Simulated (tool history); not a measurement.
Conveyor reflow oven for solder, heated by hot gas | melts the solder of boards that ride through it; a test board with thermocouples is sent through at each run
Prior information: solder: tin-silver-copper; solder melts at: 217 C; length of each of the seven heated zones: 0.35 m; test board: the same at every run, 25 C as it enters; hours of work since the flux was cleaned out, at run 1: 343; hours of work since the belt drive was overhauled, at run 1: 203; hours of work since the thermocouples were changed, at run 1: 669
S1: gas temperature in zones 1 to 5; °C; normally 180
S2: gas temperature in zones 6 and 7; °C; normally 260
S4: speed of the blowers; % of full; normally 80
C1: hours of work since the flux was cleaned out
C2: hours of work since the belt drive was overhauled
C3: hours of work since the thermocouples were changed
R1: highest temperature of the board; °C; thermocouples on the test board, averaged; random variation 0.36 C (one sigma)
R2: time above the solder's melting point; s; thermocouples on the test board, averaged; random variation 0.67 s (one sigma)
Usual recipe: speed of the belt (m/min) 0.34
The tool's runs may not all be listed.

Run 1, hour 0: usual settings; C1 343; C2 203; C3 669. Result: R1 248.4 °C, R2 94.1 s.
Run 2, hour 12.2: usual settings but S1 172 °C; C1 349; C2 209; C3 676. Result: R1 247.4 °C, R2 86.3 s.
Run 3, hour 20.9: usual settings but S1 172 °C, S4 84 % of full; C1 354; C2 214; C3 681. Result: R1 247.9 °C, R2 86.9 s.
Run 4, hour 32.8: usual settings but S1 172 °C, S4 84 % of full; C1 361; C2 221; C3 687. Result: R1 248 °C, R2 87.8 s.
Run 5, hour 45.8: usual settings but speed of the belt (m/min) 0.307; C1 368; C2 228; C3 695. Result: R1 251.5 °C, R2 107.5 s.
Run 6, hour 56: usual settings but speed of the belt (m/min) 0.307; C1 374; C2 234; C3 700. Result: R1 250.6 °C, R2 109.3 s.
At hour 61.7: flux residue cleaned out of gas plates and filters.
Run 7, hour 70.4: usual settings but speed of the belt (m/min) 0.321; C1 5; C2 239; C3 706. Result: R1 249.7 °C, R2 101.1 s.
Run 8, hour 84.7: usual settings but S1 167 °C, speed of the belt (m/min) 0.376, S4 78 % of full; C1 13; C2 247; C3 714. Result: R1 243.4 °C, R2 67.8 s.
Run 9, hour 92.3: usual settings but S1 171 °C, S2 266 °C, speed of the belt (m/min) 0.341, S4 55 % of full; C1 17; C2 252; C3 718. Result: R1 246.1 °C, R2 81.9 s.
Run 10, hour 106: usual settings but S2 275 °C, S4 53 % of full; C1 25; C2 259; C3 726. Result: R1 255.2 °C, R2 98 s.
Run 11, hour 114.4: usual settings but S2 275 °C, S4 53 % of full; C1 30; C2 264; C3 730. Result: R1 254.9 °C, R2 98 s.
Run 12, hour 128.3: usual settings but S1 184 °C, S2 266 °C, speed of the belt (m/min) 0.35, S4 60 % of full; C1 37; C2 272; C3 738. Result: R1 249.7 °C, R2 91.8 s.

Consider 3 possible next runs. They are alternatives, not a sequence: every one starts from the tool as it was left by run 12. What does each give?
Run A, hour 138.9: usual settings but S1 186 °C, S2 265 °C, speed of the belt (m/min) 0.379; C1 43; C2 278; C3 744. Result: R1 ?, R2 ?.
Run B, hour 138.9: usual settings but S1 184 °C, S2 266 °C, speed of the belt (m/min) 0.37, S4 60 % of full; C1 43; C2 278; C3 744. Result: R1 ?, R2 ?.
Run C, hour 138.9: usual settings but S1 184 °C, S2 266 °C, speed of the belt (m/min) 0.35, S4 65 % of full; C1 43; C2 278; C3 744. Result: R1 ?, R2 ?.

run     R1    R2
  A  251.2  87.9
  B  248.4  85.6
  C  250.9  94.1
Take away the tool's hidden state, keep each run's random variation, and the runs would have read:
run     R1    R2
  A  251.1  87.7
  B  248.3  85.5
  C  250.8    94

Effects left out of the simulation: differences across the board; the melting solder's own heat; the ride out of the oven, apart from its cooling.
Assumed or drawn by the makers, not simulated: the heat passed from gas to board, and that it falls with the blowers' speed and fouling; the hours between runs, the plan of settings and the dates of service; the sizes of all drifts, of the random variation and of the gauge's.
